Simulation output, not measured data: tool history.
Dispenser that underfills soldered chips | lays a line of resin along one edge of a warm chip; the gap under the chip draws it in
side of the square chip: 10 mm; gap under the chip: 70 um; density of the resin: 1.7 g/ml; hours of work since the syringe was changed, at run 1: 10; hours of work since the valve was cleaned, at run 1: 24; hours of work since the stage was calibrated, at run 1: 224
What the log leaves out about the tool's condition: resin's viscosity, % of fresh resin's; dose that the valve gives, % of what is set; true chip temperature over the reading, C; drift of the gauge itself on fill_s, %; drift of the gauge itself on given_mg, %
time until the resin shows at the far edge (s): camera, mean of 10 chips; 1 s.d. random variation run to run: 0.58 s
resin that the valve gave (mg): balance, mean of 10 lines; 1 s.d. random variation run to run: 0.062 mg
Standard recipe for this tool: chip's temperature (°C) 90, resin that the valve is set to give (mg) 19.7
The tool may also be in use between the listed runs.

run  hour  chip's temperature (°C)  resin that the valve is set to give (mg)  hours of work since the syringe was changed  hours of work since the valve was cleaned  hours of work since the stage was calibrated  time until the resin shows at the far edge (s)  resin that the valve gave (mg)
  1     0                       90                                      19.7                                           10                                         24                                           224                                            93.2                           19.37
      2.3  -- new syringe of resin
  2  11.4                       90                                      19.7                                            6                                         31                                           230                                            69.9                           19.43
  3  18.4                       90                                      19.7                                           10                                         35                                           235                                            91.7                           19.33
     21.4  -- new syringe of resin
  4  24.8                       90                                      16.8                                            2                                         39                                           238                                            57.5                            16.4
  5  30.2                       90                                      16.8                                            5                                         42                                           242                                            72.9                           16.42
  6  37.1                       90                                      16.8                                           10                                         46                                           246                                            92.5                           16.49
     40.1  -- new syringe of resin
  7  46.7                       94                                      19.8                                            4                                         52                                           252                                            58.5                           19.26
  8  57.3                       90                                      22.1                                           11                                         59                                           258                                            93.9                           21.52
     59.5  -- new syringe of resin
  9  67.8                       99                                      21.5                                            5                                         65                                           264                                            54.6                           20.76
 10  74.8                       79                                      19.1                                            9                                         69                                           269                                           128.6                           18.42
     78.2  -- new syringe of resin
 11  81.2                       97                                      19.1                                            2                                         73                                           273                                            46.6                           18.35

What if the next run were any one of these 4? Each begins from the tool's condition after run 11:
     86.5  -- dispensing valve cleaned and set on the balance
  A  90.3                       76                                      17.1                                            7                                          2                                           278                                               ?                               ?
     86.5  -- dispensing valve cleaned and set on the balance
  B  90.3                       83                                      23.3                                            7                                          2                                           278                                               ?                               ?
     86.5  -- dispensing valve cleaned and set on the balance
  C  90.3                       90                                      18.2                                            7                                          2                                           278                                               ?                               ?
     86.5  -- dispensing valve cleaned and set on the balance
  D  90.3                       97                                      20.4                                            7                                          2                                           278                                               ?                               ?

run  time until the resin shows at the far edge (s)  resin that the valve gave (mg)
  A                                           120.9                           17.09
  B                                            92.6                           23.16
  C                                            78.9                           18.21
  D                                            64.2                           20.32
What these runs would have given with no unlogged condition in the tool:
run  time until the resin shows at the far edge (s)  resin that the valve gave (mg)
  A                                            76.4                           17.13
  B                                            58.7                           23.23
  C                                              50                           18.26
  D                                            40.9                           20.38
